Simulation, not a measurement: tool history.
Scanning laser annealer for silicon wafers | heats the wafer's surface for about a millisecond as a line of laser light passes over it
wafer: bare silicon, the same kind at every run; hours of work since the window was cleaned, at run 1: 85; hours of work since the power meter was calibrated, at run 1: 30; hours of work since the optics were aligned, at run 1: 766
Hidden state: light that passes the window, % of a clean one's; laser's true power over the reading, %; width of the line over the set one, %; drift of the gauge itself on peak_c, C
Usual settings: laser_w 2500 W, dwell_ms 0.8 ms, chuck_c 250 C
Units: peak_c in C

run,hour,laser_w,dwell_ms,chuck_c,hours of work since the window was cleaned,hours of work since the power meter was calibrated,hours of work since the optics were aligned,peak_c
1,0,2500,0.8,250,85,30,766,1033
2,11,2500,0.8,250,90,35,771,1033
3,19.7,2500,0.766,250,93,38,774,1015
4,29.6,2500,0.766,250,97,43,779,1015
5,34.5,2500,0.8,224,100,45,781,1003
6,42.7,2448,0.8,250,103,48,784,1008
7,47.9,2448,0.8,250,105,50,786,1009
8,58.8,2500,0.8,284,110,55,791,1061
9,67.6,2500,0.697,250,113,59,795,981
10,75.7,2500,0.8,259,117,62,798,1036
11,86.1,2136,0.706,259,121,67,802,855
12,94.2,2614,0.607,212,125,70,806,938
13,101.8,2249,0.607,234,128,73,809,827
14,112,2172,0.733,288,132,77,813,905
15,120.3,2448,0.618,220,136,81,817,889
16,128.5,2500,0.852,211,139,84,820,1009
17,133.7,2721,0.752,214,141,87,823,1062
18,143.7,2500,0.574,215,146,91,827,882
19,150.9,2319,0.724,250,149,94,830,921

Some steps in peak_c between neighbouring runs. How much of each would the tool show without its hidden state too (settings, what came in, random variation), and how much is left for the hidden state, with any gauge scatter that isn't in both results?
Run 10 -> 11: laser_w 2500 -> 2136, dwell_ms 0.8 -> 0.706. peak_c -181 C: hidden state +5, all else -186.
Run 17 -> 18: laser_w 2721 -> 2500, dwell_ms 0.752 -> 0.574, chuck_c 214 -> 215. peak_c -180 C: hidden state +6, all else -186.
